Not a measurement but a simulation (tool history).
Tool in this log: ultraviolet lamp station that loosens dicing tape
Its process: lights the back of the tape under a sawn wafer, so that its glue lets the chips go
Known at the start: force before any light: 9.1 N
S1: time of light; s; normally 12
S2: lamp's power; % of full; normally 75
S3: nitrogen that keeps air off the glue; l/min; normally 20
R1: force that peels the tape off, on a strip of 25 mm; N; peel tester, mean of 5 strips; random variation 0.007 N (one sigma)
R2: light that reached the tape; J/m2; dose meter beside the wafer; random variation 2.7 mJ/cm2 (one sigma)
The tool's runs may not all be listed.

run	hour	S1	S2	S3	R1	R2
1	0	12	75	20	0.255	3580
2	39.8	12	75	20	0.237	3570
3	79.7	12	75	20	0.245	3600
4	120.4	12	75	20	0.258	3690
5	153.4	12	75	20	0.238	3570
6	180.1	12	75	20	0.249	3600
7	208.6	12	75	20	0.256	3630
8	249.8	12	75	20	0.255	3640
9	272.9	12	75	27	0.201	3590
10	317.6	12	75	27	0.198	3570
11	344.9	12	96	20	0.147	4580
12	388.9	12	70	20	0.297	3310
13	426	12	70	20	0.312	3350
14	476.3	12	70	20	0.3	3360
15	515.9	12	70	20	0.301	3330
16	548.8	12	70	20	0.311	3370
17	572.8	12	70	20	0.281	3420
18	615.9	12	75	13	0.343	3580
19	659.8	18	66	20	0.124	4730
20	701.6	12	92	38	0.116	4410
21	724.6	8	80	26	0.497	2540
22	765.4	13	74	9	0.421	3830
23	814.8	8	96	20	0.368	3080
24	837.2	8	96	20	0.372	3090
25	889.8	20	75	20	0.097	6040
26	920.1	12	75	18	0.268	3610
27	955.9	7	63	20	1.343	1780
28	998.3	22	82	14	0.098	7220
29	1034	23	76	12	0.101	7040
30	1066.7	13	76	12	0.303	3950
31	1114.7	12	62	20	0.413	2970
32	1157.6	12	62	20	0.4	2970
33	1199.5	8	80	22	0.544	2580

The log once held 1 entry between its listed runs, left out of this copy. Where does each go, and what is different about the tool's unlogged condition between the listed run before it and the listed run after it?
Logged between run 22 and run 23: lamp changed (hour 773.9)
  lamp's light, % of a new lamp's: 99.6 -> 100

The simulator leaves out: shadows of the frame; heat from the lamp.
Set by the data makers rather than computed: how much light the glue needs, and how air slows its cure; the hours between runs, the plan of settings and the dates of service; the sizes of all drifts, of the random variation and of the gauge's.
